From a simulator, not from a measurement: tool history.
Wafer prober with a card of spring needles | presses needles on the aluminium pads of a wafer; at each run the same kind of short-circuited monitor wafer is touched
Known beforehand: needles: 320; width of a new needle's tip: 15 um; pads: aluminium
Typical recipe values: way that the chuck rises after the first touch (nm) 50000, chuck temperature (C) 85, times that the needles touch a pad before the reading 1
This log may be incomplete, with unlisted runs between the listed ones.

run   hour  way that the chuck rises after the first touch (nm)  chuck temperature (C)  times that the needles touch a pad before the reading  resistance of one needle with its contact and lead (mohm)  way that a needle slides on the pad (nm)
  1    0.0                                                50000                     85                                                      1                                                        261                                     12830
  2   20.4                                                50000                     34                                                      1                                                        252                                     13550
  3   37.9                                                50000                     34                                                      1                                                        287                                     13290
  4   63.6                                                50000                     34                                                      1                                                        257                                     13580
  5   84.6                                                50000                     34                                                      1                                                        293                                     13310
  6  104.3                                                50000                     34                                                      1                                                        245                                     13090
  7  128.7                                                50000                     34                                                      1                                                        271                                     13270
  8  142.7                                                50000                     85                                                      1                                                        263                                     13020
  9  167.8                                                50000                     85                                                      1                                                        279                                     12960
 10  186.0                                                59000                     61                                                      3                                                        247                                     15210
 11  198.4                                                35000                     74                                                      1                                                        375                                      8610
 12  220.5                                                50000                     69                                                      2                                                        282                                     12890
 13  241.9                                                48000                     69                                                      2                                                        271                                     12270
 14  256.2                                                48000                     69                                                      2                                                        276                                     12250
 15  285.4                                                35000                     27                                                      1                                                        352                                      8470
 16  310.7                                                35000                     27                                                      1                                                        297                                      9240
 17  324.4                                                35000                     27                                                      2                                                        253                                      9350
 18  336.8                                                56000                     30                                                      3                                                        242                                     14770

The log once held 74 entries between its listed runs, left out of this copy. Where does each go, and what is different about the tool's unlogged condition between the listed run before it and the listed run after it?
In the gap between runs 1 and 2: tips cleaned on abrasive film (hour 5.1); height of the first contact set anew (hour 7.5); tips cleaned on abrasive film (hour 10.6); tips cleaned on abrasive film (hour 14.7); tips cleaned on abrasive film (hour 19.9)
  debris on the tips, nm: 8.3 -> 12.6; way that the needles fall short of the set height, um: 3.44 -> 0.19; tips' diameter, um: 16.2 -> 16.29
  difference, measured minus the result without the unlogged condition, resistance of one needle with its contact and lead (mohm): +11 -> +14; way that a needle slides on the pad (nm): -930 -> -50
In the gap between runs 2 and 3: tips cleaned on abrasive film (hour 24.6); tips cleaned on abrasive film (hour 29.7); tips cleaned on abrasive film (hour 34.9)
  debris on the tips, nm: 12.6 -> 49.3; way that the needles fall short of the set height, um: 0.19 -> 0.37; tips' diameter, um: 16.29 -> 16.36
  difference, measured minus the result without the unlogged condition, resistance of one needle with its contact and lead (mohm): +14 -> +51; way that a needle slides on the pad (nm): -50 -> -100
In the gap between runs 3 and 4: tips cleaned on abrasive film (hour 40.0); tips cleaned on abrasive film (hour 44.1); tips cleaned on abrasive film (hour 49.3); tips cleaned on abrasive film (hour 53.4); tips cleaned on abrasive film (hour 58.6); tips cleaned on abrasive film (hour 62.7)
  debris on the tips, nm: 49.3 -> 18; way that the needles fall short of the set height, um: 0.37 -> 0.69; tips' diameter, um: 16.36 -> 16.47
  difference, measured minus the result without the unlogged condition, resistance of one needle with its contact and lead (mohm): +51 -> +20; way that a needle slides on the pad (nm): -100 -> -180
In the gap between runs 4 and 5: tips cleaned on abrasive film (hour 67.8); tips cleaned on abrasive film (hour 71.9); tips cleaned on abrasive film (hour 77.1); tips cleaned on abrasive film (hour 81.2)
  debris on the tips, nm: 18 -> 56.3; way that the needles fall short of the set height, um: 0.69 -> 0.9; tips' diameter, um: 16.47 -> 16.54
  difference, measured minus the result without the unlogged condition, resistance of one needle with its contact and lead (mohm): +20 -> +59; way that a needle slides on the pad (nm): -180 -> -240
In the gap between runs 5 and 6: tips cleaned on abrasive film (hour 85.7); tips cleaned on abrasive film (hour 89.8); tips cleaned on abrasive film (hour 95.0); tips cleaned on abrasive film (hour 99.1); tips cleaned on abrasive film (hour 104.3)
  debris on the tips, nm: 56.3 -> 4.9; way that the needles fall short of the set height, um: 0.9 -> 1.23; tips' diameter, um: 16.54 -> 16.66
  difference, measured minus the result without the unlogged condition, resistance of one needle with its contact and lead (mohm): +59 -> +7; way that a needle slides on the pad (nm): -240 -> -340
In the gap between runs 6 and 7: tips cleaned on abrasive film (hour 108.5); tips cleaned on abrasive film (hour 112.6); tips cleaned on abrasive film (hour 116.8); tips cleaned on abrasive film (hour 121.9); tips cleaned on abrasive film (hour 127.1)
  debris on the tips, nm: 4.9 -> 30; way that the needles fall short of the set height, um: 1.23 -> 1.54; tips' diameter, um: 16.66 -> 16.76
  difference, measured minus the result without the unlogged condition, resistance of one needle with its contact and lead (mohm): +7 -> +35; way that a needle slides on the pad (nm): -340 -> -420
In the gap between runs 7 and 8: tips cleaned on abrasive film (hour 131.8); tips cleaned on abrasive film (hour 137.0); tips cleaned on abrasive film (hour 142.1)
  debris on the tips, nm: 30 -> 11.2; way that the needles fall short of the set height, um: 1.54 -> 1.7; tips' diameter, um: 16.76 -> 16.82
  difference, measured minus the result without the unlogged condition, resistance of one needle with its contact and lead (mohm): +35 -> +14; way that a needle slides on the pad (nm): -420 -> -460
In the gap between runs 8 and 9: tips cleaned on abrasive film (hour 146.8); tips cleaned on abrasive film (hour 151.0); tips cleaned on abrasive film (hour 156.1); tips cleaned on abrasive film (hour 161.3); tips cleaned on abrasive film (hour 166.4)
  debris on the tips, nm: 11.2 -> 29.2; way that the needles fall short of the set height, um: 1.7 -> 1.98; tips' diameter, um: 16.82 -> 16.92
  difference, measured minus the result without the unlogged condition, resistance of one needle with its contact and lead (mohm): +14 -> +32; way that a needle slides on the pad (nm): -460 -> -540
In the gap between runs 9 and 10: tips cleaned on abrasive film (hour 170.9); tips cleaned on abrasive film (hour 176.1); tips cleaned on abrasive film (hour 180.2); tips cleaned on abrasive film (hour 185.4)
  debris on the tips, nm: 29.2 -> 15.5; way that the needles fall short of the set height, um: 1.98 -> 2.22; tips' diameter, um: 16.92 -> 17
  difference, measured minus the result without the unlogged condition, resistance of one needle with its contact and lead (mohm): +32 -> +6; way that a needle slides on the pad (nm): -540 -> -590
In the gap between runs 10 and 11: tips cleaned on abrasive film (hour 190.1); tips cleaned on abrasive film (hour 195.2)
  debris on the tips, nm: 15.5 -> 53.7; way that the needles fall short of the set height, um: 2.22 -> 2.34; tips' diameter, um: 17 -> 17.04
  difference, measured minus the result without the unlogged condition, resistance of one needle with its contact and lead (mohm): +6 -> +121; way that a needle slides on the pad (nm): -590 -> -630
In the gap between runs 11 and 12: tips cleaned on abrasive film (hour 199.5); tips cleaned on abrasive film (hour 203.6); tips cleaned on abrasive film (hour 207.8); tips cleaned on abrasive film (hour 212.9); tips cleaned on abrasive film (hour 217.1)
  debris on the tips, nm: 53.7 -> 51; way that the needles fall short of the set height, um: 2.34 -> 2.62; tips' diameter, um: 17.04 -> 17.14
  difference, measured minus the result without the unlogged condition, resistance of one needle with its contact and lead (mohm): +121 -> +37; way that a needle slides on the pad (nm): -630 -> -700
In the gap between runs 12 and 13: tips cleaned on abrasive film (hour 221.6); tips cleaned on abrasive film (hour 226.7); tips cleaned on abrasive film (hour 230.9); tips cleaned on abrasive film (hour 236.0); tips cleaned on abrasive film (hour 240.2)
  debris on the tips, nm: 51 -> 28.6; way that the needles fall short of the set height, um: 2.62 -> 2.92; tips' diameter, um: 17.14 -> 17.25
  difference, measured minus the result without the unlogged condition, resistance of one needle with its contact and lead (mohm): +37 -> +25; way that a needle slides on the pad (nm): -700 -> -790
In the gap between runs 13 and 14: tips cleaned on abrasive film (hour 245.0); tips cleaned on abrasive film (hour 249.2); tips cleaned on abrasive film (hour 254.3)
  debris on the tips, nm: 28.6 -> 34.8; way that the needles fall short of the set height, um: 2.92 -> 3.08; tips' diameter, um: 17.25 -> 17.3
  difference, measured minus the result without the unlogged condition, resistance of one needle with its contact and lead (mohm): +25 -> +29; way that a needle slides on the pad (nm): -790 -> -840
In the gap between runs 14 and 15: tips cleaned on abrasive film (hour 259.3); tips cleaned on abrasive film (hour 263.5); tips cleaned on abrasive film (hour 267.6); tips cleaned on abrasive film (hour 272.8); tips cleaned on abrasive film (hour 277.9); tips cleaned on abrasive film (hour 283.1)
  debris on the tips, nm: 34.8 -> 41.4; way that the needles fall short of the set height, um: 3.08 -> 3.44; tips' diameter, um: 17.3 -> 17.43
  difference, measured minus the result without the unlogged condition, resistance of one needle with its contact and lead (mohm): +29 -> +112; way that a needle slides on the pad (nm): -840 -> -920
In the gap between runs 15 and 16: tips cleaned on abrasive film (hour 287.6); tips cleaned on abrasive film (hour 291.7); height of the first contact set anew (hour 295.0); tips cleaned on abrasive film (hour 296.1); tips cleaned on abrasive film (hour 301.3); tips cleaned on abrasive film (hour 305.4); tips cleaned on abrasive film (hour 309.6)
  debris on the tips, nm: 41.4 -> 24.2; way that the needles fall short of the set height, um: 3.44 -> 0.22; tips' diameter, um: 17.43 -> 17.54
  difference, measured minus the result without the unlogged condition, resistance of one needle with its contact and lead (mohm): +112 -> +56; way that a needle slides on the pad (nm): -920 -> -60
In the gap between runs 16 and 17: tips cleaned on abrasive film (hour 313.9); tips cleaned on abrasive film (hour 319.0); tips cleaned on abrasive film (hour 324.2)
  debris on the tips, nm: 24.2 -> 7.5; way that the needles fall short of the set height, um: 0.22 -> 0.4; tips' diameter, um: 17.54 -> 17.6
  difference, measured minus the result without the unlogged condition, resistance of one needle with its contact and lead (mohm): +56 -> +13; way that a needle slides on the pad (nm): -60 -> -110
In the gap between runs 17 and 18: tips cleaned on abrasive film (hour 328.5); tips cleaned on abrasive film (hour 332.7); tips cleaned on abrasive film (hour 336.8)
  debris on the tips, nm: 7.5 -> 3.2; way that the needles fall short of the set height, um: 0.4 -> 0.59; tips' diameter, um: 17.6 -> 17.67
  difference, measured minus the result without the unlogged condition, resistance of one needle with its contact and lead (mohm): +13 -> +4; way that a needle slides on the pad (nm): -110 -> -160
